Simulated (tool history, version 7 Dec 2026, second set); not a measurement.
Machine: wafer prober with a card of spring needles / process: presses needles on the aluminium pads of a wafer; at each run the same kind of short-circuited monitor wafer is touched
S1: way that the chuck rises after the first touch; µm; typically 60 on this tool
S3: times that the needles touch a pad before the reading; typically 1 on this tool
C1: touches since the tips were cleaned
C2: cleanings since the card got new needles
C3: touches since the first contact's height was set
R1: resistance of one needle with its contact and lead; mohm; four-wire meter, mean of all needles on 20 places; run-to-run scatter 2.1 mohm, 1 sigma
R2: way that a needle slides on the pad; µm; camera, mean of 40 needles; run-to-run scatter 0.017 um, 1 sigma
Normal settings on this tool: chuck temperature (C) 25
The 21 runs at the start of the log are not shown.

Run 22, hour 152.1: usual settings but S1 70 µm, chuck temperature (C) 29, S3 2; C1 4387; C2 18; C3 32359. Result: R1 228 mohm, R2 15.52 µm.
At hour 158.2: tips cleaned on abrasive film.
Run 23, hour 161.5: usual settings but S1 69 µm, chuck temperature (C) 86, S3 2; C1 1223; C2 19; C3 35800. Result: R1 239 mohm, R2 15.32 µm.
Run 24, hour 167.3: usual settings but S1 79 µm, chuck temperature (C) 81, S3 3; C1 3347; C2 19; C3 37924. Result: R1 233 mohm, R2 17.57 µm.
At hour 176.4: tips cleaned on abrasive film.
Run 25, hour 176.9: usual settings but S1 62 µm, chuck temperature (C) 56, S3 2; C1 217; C2 20; C3 41464. Result: R1 237 mohm, R2 13.80 µm.
Run 26, hour 185.7: usual settings but S3 2; C1 3455; C2 20; C3 44702. Result: R1 228 mohm, R2 13.33 µm.
Run 27, hour 190.3: usual settings but chuck temperature (C) 34; C1 5176; C2 20; C3 46423. Result: R1 234 mohm, R2 13.34 µm.
At hour 194.5: tips cleaned on abrasive film.
Run 28, hour 196.2: usual settings but S1 40 µm, chuck temperature (C) 72; C1 642; C2 21; C3 48570. Result: R1 250 mohm, R2 8.90 µm.
Run 29, hour 204.3: usual settings but S1 44 µm, chuck temperature (C) 27; C1 3631; C2 21; C3 51559. Result: R1 234 mohm, R2 9.78 µm.
At hour 212.6: tips cleaned on abrasive film.
Run 30, hour 213.2: usual settings but S1 44 µm, chuck temperature (C) 27; C1 208; C2 22; C3 54806. Result: R1 232 mohm, R2 9.77 µm.
Run 31, hour 220.2: usual settings but S1 67 µm, chuck temperature (C) 105; C1 2795; C2 22; C3 57393. Result: R1 247 mohm, R2 14.91 µm.
Run 32, hour 227.7: usual settings but S1 54 µm, chuck temperature (C) 31, S3 2; C1 5585; C2 22; C3 60183. Result: R1 232 mohm, R2 11.99 µm.
At hour 230.6: tips cleaned on abrasive film.
Run 33, hour 234.3: usual settings but S1 54 µm, chuck temperature (C) 33; C1 1389; C2 23; C3 62598. Result: R1 233 mohm, R2 12.00 µm.
Run 34, hour 242.7: usual settings but S1 57 µm, chuck temperature (C) 46, S3 2; C1 4471; C2 23; C3 65680. Result: R1 237 mohm, R2 12.68 µm.
At hour 248.8: tips cleaned on abrasive film.
Run 35, hour 252.0: usual settings but S1 57 µm, chuck temperature (C) 46, S3 2; C1 1186; C2 24; C3 69095. Result: R1 235 mohm, R2 12.66 µm.

Alternative continuations, all from the tool just after run 35; predict every row:
Run A, hour 261.5: usual settings but S1 42 µm, chuck temperature (C) 40; C1 4689; C2 24; C3 72598. Result: R1 ?, R2 ?.
Run B, hour 261.5: usual settings but S1 42 µm, chuck temperature (C) 38, S3 2; C1 4689; C2 24; C3 72598. Result: R1 ?, R2 ?.
Run C, hour 261.5: usual settings but S3 2; C1 4689; C2 24; C3 72598. Result: R1 ?, R2 ?.

run   R1     R2
  A  244   9.32
  B  237   9.32
  C  231  13.36
Stripped of hidden state, with their random variation kept, the same runs would have yielded:
run   R1     R2
  A  243   9.32
  B  237   9.32
  C  230  13.36
